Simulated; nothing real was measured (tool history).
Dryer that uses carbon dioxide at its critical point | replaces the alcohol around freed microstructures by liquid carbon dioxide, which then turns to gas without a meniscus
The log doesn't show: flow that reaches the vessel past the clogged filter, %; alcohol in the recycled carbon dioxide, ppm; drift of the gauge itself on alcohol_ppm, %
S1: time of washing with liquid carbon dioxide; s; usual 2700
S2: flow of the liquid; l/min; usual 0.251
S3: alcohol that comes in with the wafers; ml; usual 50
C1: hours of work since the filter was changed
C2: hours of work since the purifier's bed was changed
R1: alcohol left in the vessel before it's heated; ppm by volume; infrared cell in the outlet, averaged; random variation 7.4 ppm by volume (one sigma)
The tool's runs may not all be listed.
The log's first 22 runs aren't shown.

{"run": 23, "hour": 368.8, "S1": 2700, "S2": 0.251, "S3": 50, "C1": 406, "C2": 462, "R1": 591}
{"run": 24, "hour": 392.6, "S1": 2700, "S2": 0.251, "S3": 50, "C1": 416, "C2": 472, "R1": 585}
{"run": 25, "hour": 410.1, "S1": 2520, "S2": 0.198, "S3": 50, "C1": 423, "C2": 479, "R1": 1494}
{"run": 26, "hour": 429.7, "S1": 3420, "S2": 0.251, "S3": 50, "C1": 431, "C2": 487, "R1": 277}
{"run": 27, "hour": 442.2, "S1": 3420, "S2": 0.251, "S3": 50, "C1": 436, "C2": 492, "R1": 285}
{"run": 28, "hour": 461.1, "S1": 3420, "S2": 0.251, "S3": 50, "C1": 443, "C2": 500, "R1": 299}
{"run": 29, "hour": 480.9, "S1": 3420, "S2": 0.251, "S3": 50, "C1": 451, "C2": 508, "R1": 293}
{"run": 30, "hour": 501.9, "S1": 2700, "S2": 0.172, "S3": 96, "C1": 460, "C2": 517, "R1": 3330}
{"run": 31, "hour": 527.3, "S1": 2700, "S2": 0.172, "S3": 40, "C1": 470, "C2": 527, "R1": 1475}
{"run": 32, "hour": 549.9, "S1": 2520, "S2": 0.292, "S3": 61, "C1": 480, "C2": 536, "R1": 543}
{"run": 33, "hour": 573.4, "S1": 2520, "S2": 0.292, "S3": 61, "C1": 489, "C2": 546, "R1": 560}
{"hour": 586.8, "done": "purifier's bed changed"}
{"run": 34, "hour": 602.2, "S1": 2700, "S2": 0.196, "S3": 39, "C1": 500, "C2": 6, "R1": 929}
{"run": 35, "hour": 625.4, "S1": 2100, "S2": 0.172, "S3": 45, "C1": 509, "C2": 16, "R1": 2816}
{"run": 36, "hour": 638.2, "S1": 2100, "S2": 0.172, "S3": 45, "C1": 514, "C2": 21, "R1": 2832}
{"run": 37, "hour": 661.3, "S1": 2100, "S2": 0.172, "S3": 45, "C1": 524, "C2": 30, "R1": 2883}
{"run": 38, "hour": 686.8, "S1": 4020, "S2": 0.172, "S3": 45, "C1": 534, "C2": 41, "R1": 438}
{"run": 39, "hour": 705.9, "S1": 4020, "S2": 0.172, "S3": 45, "C1": 542, "C2": 48, "R1": 455}
{"run": 40, "hour": 728.8, "S1": 4020, "S2": 0.172, "S3": 48, "C1": 551, "C2": 58, "R1": 509}
{"run": 41, "hour": 750.3, "S1": 4020, "S2": 0.26, "S3": 48, "C1": 560, "C2": 66, "R1": 84}
{"run": 42, "hour": 764.3, "S1": 3900, "S2": 0.311, "S3": 48, "C1": 565, "C2": 72, "R1": 44}
{"run": 43, "hour": 782.1, "S1": 3900, "S2": 0.311, "S3": 48, "C1": 573, "C2": 79, "R1": 48}
{"run": 44, "hour": 800.7, "S1": 2700, "S2": 0.286, "S3": 117, "C1": 580, "C2": 87, "R1": 711}
{"run": 45, "hour": 823.0, "S1": 2700, "S2": 0.373, "S3": 85, "C1": 589, "C2": 96, "R1": 165}
{"hour": 845.6, "done": "inlet filter changed"}
{"run": 46, "hour": 849.3, "S1": 2700, "S2": 0.373, "S3": 85, "C1": 1, "C2": 106, "R1": 106}

Forecast each of these 5 alternatives for the next run:
{"run": "A", "hour": 864.9, "S1": 2760, "S2": 0.179, "S3": 26, "C1": 8, "C2": 113, "R1": "?"}
{"run": "B", "hour": 864.9, "S1": 3720, "S2": 0.251, "S3": 50, "C1": 8, "C2": 113, "R1": "?"}
{"run": "C", "hour": 864.9, "S1": 2700, "S2": 0.303, "S3": 85, "C1": 8, "C2": 113, "R1": "?"}
{"run": "D", "hour": 864.9, "S1": 2700, "S2": 0.373, "S3": 30, "C1": 8, "C2": 113, "R1": "?"}
{"run": "E", "hour": 864.9, "S1": 2460, "S2": 0.212, "S3": 85, "C1": 8, "C2": 113, "R1": "?"}

run=A R1=660
run=B R1=99
run=C R1=281
run=D R1=65
run=E R1=1721
Without the tool's hidden state the same runs would have given:
run=A R1=618
run=B R1=69
run=C R1=244
run=D R1=38
run=E R1=1650

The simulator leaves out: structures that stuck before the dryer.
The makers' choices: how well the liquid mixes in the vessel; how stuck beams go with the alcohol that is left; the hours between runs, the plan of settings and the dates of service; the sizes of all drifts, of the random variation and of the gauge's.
